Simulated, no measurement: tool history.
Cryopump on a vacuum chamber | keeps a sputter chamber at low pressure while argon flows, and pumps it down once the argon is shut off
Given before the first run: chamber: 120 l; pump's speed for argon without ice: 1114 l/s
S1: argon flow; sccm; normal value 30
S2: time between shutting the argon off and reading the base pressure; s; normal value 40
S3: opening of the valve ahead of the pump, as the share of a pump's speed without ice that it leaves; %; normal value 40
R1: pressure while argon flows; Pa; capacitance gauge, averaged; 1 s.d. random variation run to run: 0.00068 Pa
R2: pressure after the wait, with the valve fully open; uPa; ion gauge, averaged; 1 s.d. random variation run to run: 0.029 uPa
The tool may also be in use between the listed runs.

run 1 hour=0.0 | S1=30 S2=40 S3=40 | R1=0.1211 R2=2.73
run 2 hour=18.1 | S1=30 S2=40 S3=40 | R1=0.1209 R2=2.78
run 3 hour=39.6 | S1=51 S2=40 S3=40 | R1=0.2073 R2=2.91
run 4 hour=61.0 | S1=51 S2=40 S3=26 | R1=0.3106 R2=2.75
run 5 hour=75.7 | S1=51 S2=40 S3=26 | R1=0.3137 R2=2.77
run 6 hour=85.1 | S1=30 S2=40 S3=25 | R1=0.1894 R2=2.73
run 7 hour=101.1 | S1=30 S2=40 S3=40 | R1=0.1229 R2=2.88
run 8 hour=117.5 | S1=30 S2=40 S3=40 | R1=0.1225 R2=2.89
run 9 hour=138.5 | S1=30 S2=40 S3=40 | R1=0.1229 R2=2.87
run 10 hour=158.5 | S1=30 S2=40 S3=40 | R1=0.1236 R2=2.85
run 11 hour=168.3 | S1=30 S2=213 S3=40 | R1=0.1230 R2=1.91
run 12 hour=187.7 | S1=13 S2=29 S3=48 | R1=0.0458 R2=3.30
run 13 hour=201.1 | S1=23 S2=96 S3=49 | R1=0.0792 R2=2.26
run 14 hour=218.7 | S1=23 S2=96 S3=49 | R1=0.0793 R2=2.21
run 15 hour=227.7 | S1=15 S2=112 S3=19 | R1=0.1257 R2=2.20
run 16 hour=241.7 | S1=15 S2=112 S3=19 | R1=0.1243 R2=2.24
run 17 hour=262.1 | S1=42 S2=61 S3=52 | R1=0.1379 R2=2.50
run 18 hour=278.9 | S1=42 S2=61 S3=52 | R1=0.1382 R2=2.55
run 19 hour=297.2 | S1=30 S2=166 S3=40 | R1=0.1259 R2=2.15
run 20 hour=306.6 | S1=36 S2=224 S3=21 | R1=0.2718 R2=2.02
run 21 hour=323.6 | S1=15 S2=224 S3=16 | R1=0.1484 R2=2.03
run 22 hour=334.9 | S1=15 S2=224 S3=16 | R1=0.1484 R2=1.96

Predict each of these 3 candidate next runs independently; none follows another, all start after run 22:
run A hour=355.7 | S1=31 S2=80 S3=34 | R1=? R2=?
run B hour=355.7 | S1=52 S2=261 S3=40 | R1=? R2=?
run C hour=355.7 | S1=15 S2=27 S3=16 | R1=? R2=?

run=A R1=0.1520 R2=2.39
run=B R1=0.2190 R2=2.02
run=C R1=0.1490 R2=3.59
With no hidden state in the tool, these same runs would have given:
run=A R1=0.1391 R2=0.81
run=B R1=0.1975 R2=0.45
run=C R1=0.1428 R2=1.96
